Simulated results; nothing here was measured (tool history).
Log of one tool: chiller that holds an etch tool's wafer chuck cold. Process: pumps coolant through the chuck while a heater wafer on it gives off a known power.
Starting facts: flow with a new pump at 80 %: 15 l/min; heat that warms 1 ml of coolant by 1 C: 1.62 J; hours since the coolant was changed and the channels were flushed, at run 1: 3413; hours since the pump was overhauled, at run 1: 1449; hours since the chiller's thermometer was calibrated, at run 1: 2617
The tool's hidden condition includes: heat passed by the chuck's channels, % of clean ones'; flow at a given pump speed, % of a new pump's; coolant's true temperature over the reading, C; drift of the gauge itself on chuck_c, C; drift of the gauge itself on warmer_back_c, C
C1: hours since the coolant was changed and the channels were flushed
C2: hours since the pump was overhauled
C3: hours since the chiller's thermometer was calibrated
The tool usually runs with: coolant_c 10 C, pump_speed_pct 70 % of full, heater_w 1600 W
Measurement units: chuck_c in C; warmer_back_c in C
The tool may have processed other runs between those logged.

run 1 hour=0 | coolant_c=10 pump_speed_pct=70 heater_w=1600 | C1=3413 C2=1449 C3=2617 | chuck_c=21.4 warmer_back_c=4.51
run 2 hour=49.3 | coolant_c=10 pump_speed_pct=70 heater_w=1600 | C1=3462 C2=1498 C3=2667 | chuck_c=21.5 warmer_back_c=4.57
run 3 hour=82.1 | coolant_c=10 pump_speed_pct=70 heater_w=1600 | C1=3495 C2=1531 C3=2699 | chuck_c=21.3 warmer_back_c=4.54
run 4 hour=119.4 | coolant_c=10 pump_speed_pct=70 heater_w=1600 | C1=3532 C2=1568 C3=2737 | chuck_c=21.1 warmer_back_c=4.54
run 5 hour=158.6 | coolant_c=10 pump_speed_pct=70 heater_w=1600 | C1=3571 C2=1607 C3=2776 | chuck_c=21.3 warmer_back_c=4.61
run 6 hour=198.5 | coolant_c=10 pump_speed_pct=70 heater_w=1600 | C1=3611 C2=1647 C3=2816 | chuck_c=21.4 warmer_back_c=4.67
run 7 hour=250.2 | coolant_c=19 pump_speed_pct=70 heater_w=1600 | C1=3663 C2=1699 C3=2867 | chuck_c=30.3 warmer_back_c=4.73
run 8 hour=284.1 | coolant_c=19 pump_speed_pct=70 heater_w=1600 | C1=3697 C2=1733 C3=2901 | chuck_c=30.5 warmer_back_c=4.74
run 9 hour=313.7 | coolant_c=2 pump_speed_pct=70 heater_w=1600 | C1=3726 C2=1762 C3=2931 | chuck_c=13.3 warmer_back_c=4.7
run 10 hour=360.1 | coolant_c=14 pump_speed_pct=70 heater_w=1600 | C1=3773 C2=1809 C3=2977 | chuck_c=25.4 warmer_back_c=4.83
run 11 hour=401.2 | coolant_c=14 pump_speed_pct=70 heater_w=1600 | C1=3814 C2=1850 C3=3018 | chuck_c=25.4 warmer_back_c=4.77
run 12 hour=434.1 | coolant_c=10 pump_speed_pct=70 heater_w=1600 | C1=3847 C2=1883 C3=3051 | chuck_c=21.2 warmer_back_c=4.8
run 13 hour=466.2 | coolant_c=10 pump_speed_pct=70 heater_w=1600 | C1=3879 C2=1915 C3=3083 | chuck_c=21.4 warmer_back_c=4.86
-- hour=486.2 gauge calibrated
run 14 hour=490.2 | coolant_c=10 pump_speed_pct=70 heater_w=1600 | C1=3903 C2=1939 C3=3107 | chuck_c=21.3 warmer_back_c=4.55
run 15 hour=520.3 | coolant_c=2 pump_speed_pct=64 heater_w=1389 | C1=3933 C2=1969 C3=3138 | chuck_c=12.8 warmer_back_c=4.28
run 16 hour=565.6 | coolant_c=11 pump_speed_pct=70 heater_w=1735 | C1=3978 C2=2014 C3=3183 | chuck_c=23.3 warmer_back_c=4.93
run 17 hour=601.1 | coolant_c=10 pump_speed_pct=70 heater_w=987 | C1=4014 C2=2050 C3=3218 | chuck_c=17.1 warmer_back_c=2.86
run 18 hour=641.7 | coolant_c=20 pump_speed_pct=68 heater_w=1472 | C1=4054 C2=2090 C3=3259 | chuck_c=30.8 warmer_back_c=4.42
run 19 hour=670.6 | coolant_c=20 pump_speed_pct=61 heater_w=1191 | C1=4083 C2=2119 C3=3288 | chuck_c=29.6 warmer_back_c=4
run 20 hour=712.7 | coolant_c=12 pump_speed_pct=87 heater_w=1280 | C1=4125 C2=2161 C3=3330 | chuck_c=19.7 warmer_back_c=3.03
run 21 hour=742.7 | coolant_c=12 pump_speed_pct=76 heater_w=2361 | C1=4155 C2=2191 C3=3360 | chuck_c=27.7 warmer_back_c=6.31
run 22 hour=779.5 | coolant_c=12 pump_speed_pct=76 heater_w=2361 | C1=4192 C2=2228 C3=3397 | chuck_c=27.8 warmer_back_c=6.29
run 23 hour=829.5 | coolant_c=19 pump_speed_pct=86 heater_w=1600 | C1=4242 C2=2278 C3=3447 | chuck_c=28.7 warmer_back_c=3.9
run 24 hour=859 | coolant_c=10 pump_speed_pct=86 heater_w=1850 | C1=4272 C2=2308 C3=3476 | chuck_c=21.2 warmer_back_c=4.53
run 25 hour=904 | coolant_c=10 pump_speed_pct=87 heater_w=2210 | C1=4317 C2=2353 C3=3521 | chuck_c=23.4 warmer_back_c=5.32
run 26 hour=931.5 | coolant_c=10 pump_speed_pct=87 heater_w=2210 | C1=4344 C2=2380 C3=3549 | chuck_c=23.1 warmer_back_c=5.3
run 27 hour=973 | coolant_c=10 pump_speed_pct=84 heater_w=2129 | C1=4386 C2=2422 C3=3590 | chuck_c=23.2 warmer_back_c=5.36

Here are 4 independent what-if runs from the current tool condition. What would each one return?
run A hour=1000.8 | coolant_c=10 pump_speed_pct=78 heater_w=1104 | C1=4414 C2=2449 C3=3618 | chuck_c=? warmer_back_c=?
run B hour=1000.8 | coolant_c=7 pump_speed_pct=71 heater_w=1619 | C1=4414 C2=2449 C3=3618 | chuck_c=? warmer_back_c=?
run C hour=1000.8 | coolant_c=13 pump_speed_pct=70 heater_w=1021 | C1=4414 C2=2449 C3=3618 | chuck_c=? warmer_back_c=?
run D hour=1000.8 | coolant_c=8 pump_speed_pct=69 heater_w=2129 | C1=4414 C2=2449 C3=3618 | chuck_c=? warmer_back_c=?

run=A chuck_c=17.2 warmer_back_c=3.15
run=B chuck_c=18.3 warmer_back_c=4.87
run=C chuck_c=20.2 warmer_back_c=3.28
run=D chuck_c=23.2 warmer_back_c=6.43
With the hidden condition removed and each run's random variation left untouched, the same runs would have given:
run=A chuck_c=17.2 warmer_back_c=2.78
run=B chuck_c=18.3 warmer_back_c=4.49
run=C chuck_c=20.2 warmer_back_c=2.9
run=D chuck_c=23.2 warmer_back_c=6.06

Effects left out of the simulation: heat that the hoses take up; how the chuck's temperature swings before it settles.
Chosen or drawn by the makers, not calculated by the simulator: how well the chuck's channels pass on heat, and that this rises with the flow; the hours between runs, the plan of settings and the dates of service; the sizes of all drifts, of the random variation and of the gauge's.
